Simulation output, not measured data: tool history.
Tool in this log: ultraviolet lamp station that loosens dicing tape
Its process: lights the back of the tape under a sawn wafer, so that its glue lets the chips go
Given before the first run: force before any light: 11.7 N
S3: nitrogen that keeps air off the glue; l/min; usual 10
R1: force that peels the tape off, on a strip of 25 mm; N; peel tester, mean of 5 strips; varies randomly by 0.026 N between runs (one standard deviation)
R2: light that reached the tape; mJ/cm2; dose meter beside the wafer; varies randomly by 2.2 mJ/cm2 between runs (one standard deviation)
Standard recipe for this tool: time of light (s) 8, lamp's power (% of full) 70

{"run": 1, "hour": 0.0, "time of light (s)": 8, "lamp's power (% of full)": 70, "S3": 10, "R1": 2.664, "R2": 126}
{"hour": 14.1, "done": "window cleaned of glue's vapour"}
{"run": 2, "hour": 18.7, "time of light (s)": 8, "lamp's power (% of full)": 70, "S3": 10, "R1": 3.222, "R2": 110}
{"run": 3, "hour": 39.9, "time of light (s)": 8, "lamp's power (% of full)": 89, "S3": 10, "R1": 2.349, "R2": 135}
{"run": 4, "hour": 64.6, "time of light (s)": 8, "lamp's power (% of full)": 70, "S3": 10, "R1": 3.434, "R2": 109}
{"run": 5, "hour": 82.6, "time of light (s)": 8, "lamp's power (% of full)": 93, "S3": 10, "R1": 2.201, "R2": 139}
{"run": 6, "hour": 99.7, "time of light (s)": 8, "lamp's power (% of full)": 70, "S3": 10, "R1": 3.404, "R2": 106}
{"run": 7, "hour": 117.1, "time of light (s)": 16, "lamp's power (% of full)": 70, "S3": 10, "R1": 1.101, "R2": 204}
{"run": 8, "hour": 134.1, "time of light (s)": 8, "lamp's power (% of full)": 73, "S3": 10, "R1": 3.451, "R2": 103}
{"run": 9, "hour": 148.7, "time of light (s)": 12, "lamp's power (% of full)": 70, "S3": 10, "R1": 2.078, "R2": 150}
{"hour": 154.2, "done": "window cleaned of glue's vapour, once more"}
{"run": 10, "hour": 175.3, "time of light (s)": 8, "lamp's power (% of full)": 70, "S3": 10, "R1": 2.128, "R2": 140}
{"run": 11, "hour": 194.5, "time of light (s)": 5, "lamp's power (% of full)": 70, "S3": 10, "R1": 4.167, "R2": 93}
{"run": 12, "hour": 205.8, "time of light (s)": 8, "lamp's power (% of full)": 70, "S3": 6, "R1": 2.708, "R2": 139}
{"run": 13, "hour": 226.0, "time of light (s)": 8, "lamp's power (% of full)": 70, "S3": 6, "R1": 2.774, "R2": 141}
{"run": 14, "hour": 252.0, "time of light (s)": 7, "lamp's power (% of full)": 76, "S3": 18, "R1": 2.19, "R2": 126}

Run 15 comes next. What will it give?
{"run": 15, "hour": 263.2, "time of light (s)": 7, "lamp's power (% of full)": 86, "S3": 13, "R1": "?", "R2": "?"}

For run 15 the tool returned R1 1.960 N, R2 143 mJ/cm2.
The same run, on a tool lacking any hidden state, would have yielded R1 0.958 N, R2 205 mJ/cm2.
